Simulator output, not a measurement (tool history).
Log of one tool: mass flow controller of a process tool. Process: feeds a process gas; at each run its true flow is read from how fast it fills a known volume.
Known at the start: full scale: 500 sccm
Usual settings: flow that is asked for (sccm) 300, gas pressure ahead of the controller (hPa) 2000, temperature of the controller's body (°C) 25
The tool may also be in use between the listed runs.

run    hour  flow that is asked for (sccm)  gas pressure ahead of the controller (hPa)  temperature of the controller's body (°C)  true flow (%)
  1     0.0                            300                                        2000                                         25          99.42
  2    94.8                            300                                        2000                                         26          99.26
  3   164.9                            336                                        2000                                         25          99.39
  4   205.0                            336                                        2000                                         25          99.29
  5   279.8                            336                                        2000                                         25          99.47
  6   363.1                            336                                        2000                                         25          99.36
  7   435.1                            336                                        2000                                         25          99.28
  8   497.0                            300                                        2000                                         25          99.10
  9   563.3                            300                                        2000                                         25          99.02
 10   610.5                            300                                        2050                                         25          99.16
 11   672.8                            300                                        2050                                         25          99.19
 12   756.4                            300                                        2000                                         25          99.08
 13   838.2                            300                                        2000                                         25          99.08
      842.8  -- controller's zero set anew
 14   886.7                            300                                        2000                                         25          98.83
 15   981.3                            300                                        2000                                         25          98.81
 16  1023.6                            300                                        2000                                         25          98.58
 17  1099.5                            318                                        2000                                         25          98.86
 18  1138.9                            318                                        2000                                         25          98.88
     1207.0  -- controller's zero set anew, once more
 19  1230.0                            300                                        2000                                         20          99.56
 20  1323.8                            300                                        2000                                         20          99.53
 21  1405.2                            300                                        2000                                         20          99.49
 22  1463.7                            300                                        2000                                         20          99.56
 23  1524.3                            300                                        2000                                         20          99.38
 24  1593.9                            300                                        2000                                         20          99.36
 25  1650.4                            300                                        2000                                         20          99.35
 26  1725.0                            198                                        2700                                         20          98.99
 27  1772.7                            198                                        2700                                         20          98.83
 28  1823.8                            300                                        1790                                         40          97.44
 29  1907.6                            300                                        2290                                         20          99.23
 30  1965.2                            300                                        2290                                         20          99.16
 31  2004.3                            300                                        2020                                         25          98.70
 32  2097.6                            133                                        2420                                         22          98.25
 33  2175.3                            100                                        2000                                         25          97.86
 34  2253.3                             83                                        1790                                         31          96.95
 35  2338.3                             67                                        1790                                         28          96.83
 36  2416.6                            459                                        1890                                         25          98.77
 37  2493.8                            459                                        1890                                         25          98.87
 38  2587.5                            121                                        2000                                         25          97.64
 39  2645.2                             81                                        2060                                         25          96.96
 40  2687.7                            300                                        2000                                         39          97.01
 41  2728.2                            235                                        2120                                         22          98.29
 42  2789.7                            235                                        2120                                         22          98.32
 43  2855.6                            183                                        2120                                         22          98.01

Hidden state or all else? Some run-to-run changes of true flow (%), split into what the settings, what came in and random variation would give without the hidden state, and what is left for the hidden state (with any gauge scatter that isn't in both results):
The hidden state here: flow at rest that the sensor doesn't see, % of full scale; true flow over the shown one, %; drift of the gauge itself on true_pct, %.
Run 27 -> 28: flow that is asked for (sccm) 198 -> 300, gas pressure ahead of the controller (hPa) 2700 -> 1790, temperature of the controller's body (°C) 20 -> 40. true flow (%) -1.39: hidden state +0.05, all else -1.44.
Run 28 -> 29: gas pressure ahead of the controller (hPa) 1790 -> 2290, temperature of the controller's body (°C) 40 -> 20. true flow (%) +1.79: hidden state -0.04, all else +1.83.
Run 35 -> 36: flow that is asked for (sccm) 67 -> 459, gas pressure ahead of the controller (hPa) 1790 -> 1890, temperature of the controller's body (°C) 28 -> 25. true flow (%) +1.94: hidden state +1.02, all else +0.92.
Run 37 -> 38: flow that is asked for (sccm) 459 -> 121, gas pressure ahead of the controller (hPa) 1890 -> 2000. true flow (%) -1.23: hidden state -0.63, all else -0.60.
Run 39 -> 40: flow that is asked for (sccm) 81 -> 300, gas pressure ahead of the controller (hPa) 2060 -> 2000, temperature of the controller's body (°C) 25 -> 39. true flow (%) +0.05: hidden state +0.87, all else -0.82.

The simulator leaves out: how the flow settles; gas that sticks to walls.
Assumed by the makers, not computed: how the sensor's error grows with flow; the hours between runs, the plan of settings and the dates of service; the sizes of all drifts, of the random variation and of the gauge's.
